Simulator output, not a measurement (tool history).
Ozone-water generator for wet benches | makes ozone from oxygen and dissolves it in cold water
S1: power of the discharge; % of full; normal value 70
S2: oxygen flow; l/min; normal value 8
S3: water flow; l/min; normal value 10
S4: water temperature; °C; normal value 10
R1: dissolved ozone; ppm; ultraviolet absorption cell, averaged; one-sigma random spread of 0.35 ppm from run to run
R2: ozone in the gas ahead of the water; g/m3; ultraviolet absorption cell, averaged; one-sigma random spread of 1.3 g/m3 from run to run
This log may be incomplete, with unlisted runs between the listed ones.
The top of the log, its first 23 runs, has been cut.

At hour 694.8: gauge calibrated.
Run 24, hour 707.4: usual settings but S1 48 % of full, S2 5.45 l/min, S3 7 l/min, S4 14 °C. Result: R1 47.9 ppm, R2 219.5 g/m3.
Run 25, hour 737.7: usual settings but S1 69 % of full, S2 4.49 l/min. Result: R1 53.7 ppm, R2 299.3 g/m3.
Run 26, hour 778.4: usual settings but S3 9 l/min. Result: R1 58.9 ppm, R2 245.6 g/m3.
Run 27, hour 812.5: usual settings but S1 41 % of full, S3 12 l/min. Result: R1 35.3 ppm, R2 173.1 g/m3.
Run 28, hour 836: usual settings but S4 8 °C. Result: R1 57.3 ppm, R2 245.5 g/m3.
Run 29, hour 862.4: usual settings but S2 7.3 l/min, S3 7 l/min. Result: R1 65.7 ppm, R2 253 g/m3.
Run 30, hour 884.7: usual settings but S1 64 % of full, S2 13.52 l/min, S3 7 l/min. Result: R1 55.9 ppm, R2 188.5 g/m3.
Run 31, hour 906.8: usual settings but S1 64 % of full, S2 13.52 l/min, S3 8 l/min. Result: R1 54 ppm, R2 189.1 g/m3.
Run 32, hour 945: usual settings but S1 64 % of full, S2 13.52 l/min, S3 14 l/min, S4 7 °C. Result: R1 45.5 ppm, R2 189.5 g/m3.

Consider 3 possible next runs. They are alternatives, not a sequence: every one starts from the tool as it was left by run 32. What does each give?
Run A, hour 980.4: usual settings but S2 4.85 l/min. Result: R1 ?, R2 ?.
Run B, hour 980.4: usual settings but S1 99 % of full, S2 13.52 l/min, S3 7 l/min, S4 14 °C. Result: R1 ?, R2 ?.
Run C, hour 980.4: usual settings but S2 5.95 l/min, S4 7 °C. Result: R1 ?, R2 ?.

run    R1     R2
  A  54.6  297.3
  B  66.8  251.6
  C  58.3  273.6
With no hidden state in the tool, these same runs would have given:
run    R1     R2
  A  54.7  294.2
  B  66.8    249
  C  58.3  270.8

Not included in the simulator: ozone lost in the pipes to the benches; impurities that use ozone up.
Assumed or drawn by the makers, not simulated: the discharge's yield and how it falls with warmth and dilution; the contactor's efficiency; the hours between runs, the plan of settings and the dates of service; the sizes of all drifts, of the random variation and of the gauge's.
